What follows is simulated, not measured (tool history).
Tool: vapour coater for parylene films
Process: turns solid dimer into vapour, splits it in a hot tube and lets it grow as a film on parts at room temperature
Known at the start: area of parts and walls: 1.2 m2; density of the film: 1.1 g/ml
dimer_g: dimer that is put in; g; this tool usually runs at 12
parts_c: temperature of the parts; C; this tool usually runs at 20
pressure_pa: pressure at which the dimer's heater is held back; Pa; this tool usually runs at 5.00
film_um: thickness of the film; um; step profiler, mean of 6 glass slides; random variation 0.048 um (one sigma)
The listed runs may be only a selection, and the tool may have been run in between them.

run 1 day=0.000 | dimer_g=12 parts_c=20 pressure_pa=5.00 | film_um=5.36
run 2 day=0.792 | dimer_g=12 parts_c=20 pressure_pa=5.00 | film_um=5.46
run 3 day=2.392 | dimer_g=12 parts_c=20 pressure_pa=5.00 | film_um=5.43
run 4 day=3.358 | dimer_g=12 parts_c=20 pressure_pa=5.00 | film_um=5.48
run 5 day=4.383 | dimer_g=12 parts_c=20 pressure_pa=5.00 | film_um=5.55
run 6 day=5.612 | dimer_g=12 parts_c=13 pressure_pa=5.00 | film_um=6.57
run 7 day=6.825 | dimer_g=12 parts_c=13 pressure_pa=5.00 | film_um=6.58
run 8 day=7.612 | dimer_g=12 parts_c=13 pressure_pa=5.00 | film_um=6.59
run 9 day=8.954 | dimer_g=12 parts_c=27 pressure_pa=5.00 | film_um=4.54
run 10 day=10.042 | dimer_g=12 parts_c=27 pressure_pa=5.00 | film_um=4.41
run 11 day=11.308 | dimer_g=12 parts_c=27 pressure_pa=5.00 | film_um=4.47
run 12 day=12.179 | dimer_g=12 parts_c=20 pressure_pa=5.00 | film_um=5.44
run 13 day=13.296 | dimer_g=12 parts_c=20 pressure_pa=5.00 | film_um=5.41
run 14 day=14.662 | dimer_g=12 parts_c=20 pressure_pa=5.00 | film_um=5.50
-- day=15.817 trap's valve overhauled
run 15 day=16.038 | dimer_g=12 parts_c=20 pressure_pa=5.00 | film_um=5.48
run 16 day=17.271 | dimer_g=12 parts_c=20 pressure_pa=5.00 | film_um=5.50
run 17 day=18.721 | dimer_g=12 parts_c=20 pressure_pa=5.00 | film_um=5.40
run 18 day=19.488 | dimer_g=12 parts_c=20 pressure_pa=5.00 | film_um=5.52
run 19 day=20.629 | dimer_g=12 parts_c=20 pressure_pa=5.00 | film_um=5.50
run 20 day=21.546 | dimer_g=12 parts_c=20 pressure_pa=5.00 | film_um=5.39
run 21 day=23.100 | dimer_g=12 parts_c=20 pressure_pa=5.00 | film_um=5.46
run 22 day=24.338 | dimer_g=12 parts_c=20 pressure_pa=7.44 | film_um=5.16
run 23 day=25.938 | dimer_g=12 parts_c=20 pressure_pa=9.35 | film_um=4.90
run 24 day=27.075 | dimer_g=12 parts_c=20 pressure_pa=5.00 | film_um=5.39
run 25 day=28.242 | dimer_g=13 parts_c=20 pressure_pa=5.02 | film_um=5.97
run 26 day=29.300 | dimer_g=13 parts_c=20 pressure_pa=7.85 | film_um=5.38
run 27 day=30.700 | dimer_g=14 parts_c=22 pressure_pa=7.54 | film_um=5.62
run 28 day=32.212 | dimer_g=12 parts_c=13 pressure_pa=5.00 | film_um=6.61
-- day=32.675 trap's valve overhauled
run 29 day=33.462 | dimer_g=12 parts_c=13 pressure_pa=5.00 | film_um=6.72
run 30 day=34.300 | dimer_g=8 parts_c=17 pressure_pa=2.69 | film_um=4.42
run 31 day=35.771 | dimer_g=9 parts_c=17 pressure_pa=11.78 | film_um=3.82
run 32 day=36.717 | dimer_g=9 parts_c=19 pressure_pa=4.07 | film_um=4.34
run 33 day=37.979 | dimer_g=9 parts_c=19 pressure_pa=4.07 | film_um=4.33
run 34 day=39.138 | dimer_g=7 parts_c=19 pressure_pa=5.00 | film_um=3.30
run 35 day=40.362 | dimer_g=7 parts_c=19 pressure_pa=5.00 | film_um=3.27
run 36 day=41.312 | dimer_g=7 parts_c=19 pressure_pa=5.00 | film_um=3.27
run 37 day=42.783 | dimer_g=10 parts_c=17 pressure_pa=5.00 | film_um=4.92
run 38 day=44.017 | dimer_g=14 parts_c=14 pressure_pa=3.54 | film_um=7.97
run 39 day=45.300 | dimer_g=14 parts_c=14 pressure_pa=3.54 | film_um=7.87
run 40 day=46.333 | dimer_g=15 parts_c=16 pressure_pa=8.51 | film_um=6.92
run 41 day=47.825 | dimer_g=15 parts_c=16 pressure_pa=8.51 | film_um=6.85
run 42 day=48.983 | dimer_g=15 parts_c=16 pressure_pa=8.51 | film_um=6.98
-- day=49.604 trap's valve overhauled
run 43 day=50.542 | dimer_g=18 parts_c=20 pressure_pa=5.00 | film_um=8.26
run 44 day=52.179 | dimer_g=8 parts_c=16 pressure_pa=5.00 | film_um=4.09
run 45 day=53.075 | dimer_g=8 parts_c=16 pressure_pa=5.00 | film_um=4.03
run 46 day=54.329 | dimer_g=12 parts_c=23 pressure_pa=4.21 | film_um=5.15
run 47 day=55.892 | dimer_g=12 parts_c=23 pressure_pa=10.71 | film_um=4.38

Consider 3 possible next runs. They are alternatives, not a sequence: every one starts from the tool as it was left by run 47. What does each give?
run A day=57.258 | dimer_g=12 parts_c=29 pressure_pa=10.71 | film_um=?
run B day=57.258 | dimer_g=14 parts_c=23 pressure_pa=10.71 | film_um=?
run C day=57.258 | dimer_g=7 parts_c=19 pressure_pa=5.00 | film_um=?

run=A film_um=3.73
run=B film_um=5.09
run=C film_um=3.29
What these runs would have given with no unlogged condition in the tool:
run=A film_um=3.74
run=B film_um=5.10
run=C film_um=3.30

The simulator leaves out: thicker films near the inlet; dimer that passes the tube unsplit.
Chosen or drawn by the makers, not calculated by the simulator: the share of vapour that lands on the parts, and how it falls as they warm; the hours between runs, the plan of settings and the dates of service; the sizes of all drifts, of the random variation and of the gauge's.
